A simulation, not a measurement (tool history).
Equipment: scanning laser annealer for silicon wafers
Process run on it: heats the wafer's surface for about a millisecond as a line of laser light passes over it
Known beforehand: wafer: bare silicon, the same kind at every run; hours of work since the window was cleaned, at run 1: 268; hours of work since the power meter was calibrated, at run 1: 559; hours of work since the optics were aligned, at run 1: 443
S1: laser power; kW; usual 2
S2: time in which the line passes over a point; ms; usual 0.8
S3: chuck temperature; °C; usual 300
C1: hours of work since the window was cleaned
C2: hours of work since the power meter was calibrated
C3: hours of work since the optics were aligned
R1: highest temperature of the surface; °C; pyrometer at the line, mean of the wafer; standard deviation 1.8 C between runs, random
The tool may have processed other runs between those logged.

| run | day | S1 | S2 | S3 | C1 | C2 | C3 | R1 |
|---|---|---|---|---|---|---|---|---|
| 1 | 0 | 2 | 0.8 | 300 | 268 | 559 | 443 | 987 |
| 2 | 0.554 | 2 | 0.8 | 300 | 279 | 569 | 454 | 990 |
| 3 | 1.129 | 2 | 0.8 | 300 | 290 | 580 | 465 | 988 |
| 4 | 2.133 | 2 | 0.975 | 300 | 309 | 599 | 484 | 1068 |
| 5 | 2.921 | 2 | 0.975 | 300 | 323 | 613 | 498 | 1067 |
| 6 | 3.45 | 2 | 0.578 | 300 | 333 | 623 | 508 | 870 |
| 7 | 3.904 | 1.836 | 0.578 | 300 | 342 | 632 | 517 | 819 |
|  | 4.792 | window over the wafer cleaned |
| 8 | 4.8 | 2 | 0.8 | 300 | 0 | 647 | 532 | 1000 |
| 9 | 5.246 | 2 | 0.8 | 300 | 9 | 655 | 540 | 1004 |
| 10 | 5.775 | 2 | 0.8 | 313 | 18 | 665 | 550 | 1012 |
| 11 | 6.433 | 2 | 0.8 | 335 | 31 | 678 | 563 | 1033 |
| 12 | 7.442 | 2 | 0.8 | 300 | 50 | 697 | 582 | 998 |
| 13 | 8.408 | 2 | 0.798 | 317 | 68 | 715 | 600 | 1011 |
| 14 | 8.879 | 1.762 | 0.655 | 317 | 77 | 724 | 609 | 860 |
| 15 | 9.525 | 1.762 | 0.655 | 306 | 89 | 736 | 621 | 847 |
| 16 | 10.25 | 1.771 | 0.648 | 306 | 102 | 749 | 634 | 845 |
| 17 | 10.754 | 1.894 | 0.648 | 306 | 112 | 759 | 644 | 884 |
| 18 | 11.212 | 1.894 | 0.648 | 306 | 121 | 767 | 652 | 886 |

Forecast run 19:
| 19 | 12.062 | 2 | 0.708 | 294 | 137 | 783 | 668 | ? |

{"run 19": {"R1": 943}}
The same run, on a tool lacking any hidden state, would have yielded R1 960 °C.
